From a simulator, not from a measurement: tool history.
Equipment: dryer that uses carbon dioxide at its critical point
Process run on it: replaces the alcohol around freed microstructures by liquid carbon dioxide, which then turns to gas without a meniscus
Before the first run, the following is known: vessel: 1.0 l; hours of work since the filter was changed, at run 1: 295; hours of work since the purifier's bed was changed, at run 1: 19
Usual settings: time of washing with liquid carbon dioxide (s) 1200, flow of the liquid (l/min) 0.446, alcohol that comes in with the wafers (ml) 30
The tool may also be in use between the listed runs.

run	hour	time of washing with liquid carbon dioxide (s)	flow of the liquid (l/min)	alcohol that comes in with the wafers (ml)	hours of work since the filter was changed	hours of work since the purifier's bed was changed	alcohol left in the vessel before it's heated (ppm by volume)
1	0	1200	0.446	30	295	19	20
2	5.7	1200	0.446	45	299	23	20
3	12.8	1200	0.446	45	305	28	17
4	18.2	1860	0.446	30	308	32	6
5	26.9	1560	0.446	30	315	38	0
6	33.3	1560	0.446	30	319	43	2
7	38.2	1560	0.446	30	323	46	0
8	45.7	1200	0.446	30	328	52	14
9	49.9	1200	0.446	30	331	55	20
10	55.8	1200	0.446	30	335	59	22
11	59.8	1200	0.446	30	338	62	25
12	67.1	1200	0.446	30	343	67	18
13	75.7	1200	0.446	30	350	73	17
14	80	1200	0.446	64	353	76	31
15	86.7	1200	0.446	23	358	81	20
16	94.6	1200	0.446	23	363	87	20
17	101.1	1200	0.446	30	368	91	15
18	107.6	1080	0.446	30	373	96	36
19	113.2	1020	0.446	30	377	100	45
20	120.6	1020	0.446	30	382	105	47
21	124.5	1200	0.446	30	385	108	28
22	131.2	1200	0.446	30	389	113	22
23	140.4	1200	0.446	30	396	120	21
24	149.5	1200	0.446	30	403	126	27
25	155.8	1200	0.446	72	407	131	46
26	164.8	1080	0.446	30	414	137	41
27	171.5	1560	0.446	70	418	142	15
28	175.9	1560	0.446	70	422	145	19
29	184.2	900	0.273	43	427	151	1293
30	188.8	900	0.273	43	431	154	1303
31	194.4	1140	0.545	69	435	158	15
32	203.6	1260	0.545	31	441	165	11
33	208.2	840	0.326	119	445	168	2365
34	212.2	1800	0.446	30	448	171	7
35	221.3	1500	0.446	28	454	178	14
36	230.1	1500	0.446	28	460	184	15
37	234	780	0.505	70	463	187	244
38	240.5	780	0.505	70	468	191	232
39	248.1	1680	0.402	30	473	197	15
40	252.9	1800	0.446	30	477	200	15
41	262.1	1800	0.446	30	483	207	8
42	266.9	1800	0.446	30	487	210	15
43	271.2	1380	0.514	95	490	213	17
44	275.3	1020	0.694	50	493	216	13
45	283.6	1200	0.273	65	499	222	651
46	290.4	1620	0.271	63	504	227	136
47	298.1	1200	0.446	21	509	233	23

Alternative continuations, all from the tool just after run 47; predict every row:
A	303.6	1140	0.296	40	513	237	?
B	303.6	960	0.446	54	513	237	?
C	303.6	840	0.363	21	513	237	?
D	303.6	1200	0.451	80	513	237	?

run	alcohol left in the vessel before it's heated (ppm by volume)
A	344
B	131
C	283
D	41
With the hidden condition removed and each run's random variation left untouched, the same runs would have given:
run	alcohol left in the vessel before it's heated (ppm by volume)
A	235
B	79
C	199
D	18
